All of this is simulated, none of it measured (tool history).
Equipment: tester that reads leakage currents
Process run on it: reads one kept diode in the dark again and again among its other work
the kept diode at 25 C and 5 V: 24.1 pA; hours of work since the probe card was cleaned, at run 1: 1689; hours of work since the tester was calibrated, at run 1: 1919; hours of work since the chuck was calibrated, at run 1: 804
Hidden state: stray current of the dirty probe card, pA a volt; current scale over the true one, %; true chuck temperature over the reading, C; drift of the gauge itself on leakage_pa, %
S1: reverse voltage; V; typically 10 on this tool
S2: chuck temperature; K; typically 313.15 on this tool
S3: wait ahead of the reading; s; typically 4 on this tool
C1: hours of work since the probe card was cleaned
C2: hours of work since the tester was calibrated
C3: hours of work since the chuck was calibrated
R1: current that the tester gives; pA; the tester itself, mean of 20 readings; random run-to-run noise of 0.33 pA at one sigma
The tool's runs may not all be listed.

run	hour	S1	S2	S3	C1	C2	C3	R1
1	0	10	313.15	4	1689	1919	804	117.79
2	69.9	10	313.15	4	1727	1956	842	117.87
3	140.7	3.4	313.15	4	1765	1994	880	78.41
4	208.4	10	313.15	4	1801	2031	916	118.04
5	260.2	10	313.15	4	1829	2059	944	118.99
6	351.4	10	313.15	4	1878	2108	993	118.85
7	433.1	10	313.15	4	1922	2152	1037	119.1
8	503.7	10	297.15	4	1960	2190	1076	40.78
9	595.5	10	313.15	1.71	2010	2240	1125	120.27
# hour 615.8: probe card cleaned and baked
10	676.3	10	313.15	1.71	33	2281	1167	107.4
11	743.2	11.7	313.15	1.71	69	2318	1203	113.03
12	798.5	11.7	313.15	1.71	98	2347	1233	113.33
13	845	11.7	313.15	1.71	124	2372	1258	112.91
14	939.3	11.7	313.15	1.71	174	2423	1309	113.55
15	983	11.7	313.15	1.71	198	2447	1332	114.29
16	1082.6	11.7	313.15	1.71	252	2500	1386	114.16
17	1181.2	10	313.15	4	305	2554	1439	108.64
18	1234.7	10	313.15	4	334	2582	1468	108.55
19	1309.8	10	313.15	4	374	2623	1508	108.07
20	1351.1	10	329.15	4	396	2645	1531	362.16
21	1424.1	10	329.15	4	436	2685	1570	362.19
22	1513.6	10	329.15	4	484	2733	1618	360.54
23	1590.6	5	304.15	4	525	2774	1660	41.75
24	1641.5	5	301.15	2.51	553	2802	1687	33.01
25	1722.4	3.1	302.15	6.17	596	2845	1731	29.96
# hour 1733.2: chuck's temperature calibrated
26	1814.5	3.1	302.15	6.17	645	2894	44	29.61
27	1882.9	10	313.15	0.49	682	2931	81	111.53
28	1939.8	1.1	310.15	0.49	713	2961	111	40.19
29	2028.9	1.1	310.15	0.49	761	3010	159	39.91
30	2074.9	1.8	309.15	2.41	785	3034	184	43.44
31	2134.3	1.8	309.15	2.41	817	3066	216	43.46
# hour 2191.6: chuck's temperature calibrated, once more
32	2215.3	19.8	323.15	4	860	3109	13	310.4
33	2275.9	5.6	300.15	0.78	893	3142	45	34.98
34	2329	3.1	313.15	2.79	921	3170	74	76.16
35	2412.3	2.9	332.15	2.71	966	3215	119	309.2
36	2467.7	4.7	296.15	2.05	996	3245	149	23.65
37	2532.7	2.6	315.15	6.26	1031	3280	184	83.28
38	2600.5	2.6	315.15	1.37	1068	3317	220	83.98
39	2651.1	2.6	315.15	1.37	1095	3344	248	84.21

3 ways to go on from here, each from the tool as it stands after run 39. What would each give?
A	2693.4	10	313.15	4.4	1118	3367	270	?
B	2693.4	10	307.15	7.46	1118	3367	270	?
C	2693.4	5.7	299.15	0.77	1118	3367	270	?

run	R1
A	117.46
B	74.57
C	33.56
Stripped of hidden state, with their random variation kept, the same runs would have yielded:
run	R1
A	108.73
B	66.13
C	28.79

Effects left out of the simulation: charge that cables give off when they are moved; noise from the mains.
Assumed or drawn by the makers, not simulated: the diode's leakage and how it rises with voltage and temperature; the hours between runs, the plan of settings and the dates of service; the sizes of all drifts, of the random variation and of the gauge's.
